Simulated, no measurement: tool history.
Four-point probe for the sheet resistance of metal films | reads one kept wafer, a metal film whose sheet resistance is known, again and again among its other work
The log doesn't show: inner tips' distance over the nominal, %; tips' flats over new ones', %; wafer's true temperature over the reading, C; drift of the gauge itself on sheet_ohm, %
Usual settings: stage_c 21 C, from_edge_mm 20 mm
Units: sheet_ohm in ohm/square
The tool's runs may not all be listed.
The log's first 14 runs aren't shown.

run	day	stage_c	from_edge_mm	touches since the probe head was changed	hours of work since the stage's thermometer was calibrated	sheet_ohm
15	42.533	30	20	53297	1428	0.403377
16	45.154	25	20	54249	1454	0.404827
17	47.454	25	20	55084	1476	0.404844
# day 47.733: stage's thermometer calibrated
18	49.958	21	20	55987	22	0.406191
19	52.825	21	20	57028	50	0.406255
20	56.254	25	19	58274	83	0.404953
21	60.692	25	25	59885	126	0.404438
22	64.879	27	34	61407	167	0.403494
23	68.946	27	34	62883	206	0.403641
24	72.85	21	61	64303	244	0.405391
# day 74.05: stage's thermometer calibrated, once more
25	76.75	26	20	65711	26	0.405425
26	80.979	23	12	67247	67	0.407855
27	84.45	26	23	68508	101	0.405088
28	87.762	23	10	69711	133	0.409074
29	90.371	23	10	70660	159	0.408924
30	93.408	28	18	71763	188	0.405119
31	96.654	28	18	72941	220	0.405021
32	100.592	26	4	74372	258	0.425244
33	103.646	21	20	75482	288	0.407264
34	105.704	26	5	76230	308	0.418204
35	109.288	33	50	77531	343	0.402412
36	112.558	19	20	78720	375	0.408001
37	116.454	24	67	80135	413	0.405375
38	120.475	25	4	81596	452	0.425768

5 ways to go on from here, each from the tool as it stands after run 38. What would each give?
A	123.321	25	12	82629	480	?
B	123.321	22	10	82629	480	?
C	123.321	28	47	82629	480	?
D	123.321	21	52	82629	480	?
E	123.321	25	20	82629	480	?

run	sheet_ohm
A	0.407349
B	0.409471
C	0.404193
D	0.406387
E	0.405955
Without the tool's hidden state the same runs would have given:
run	sheet_ohm
A	0.406222
B	0.40834
C	0.403073
D	0.405264
E	0.404832
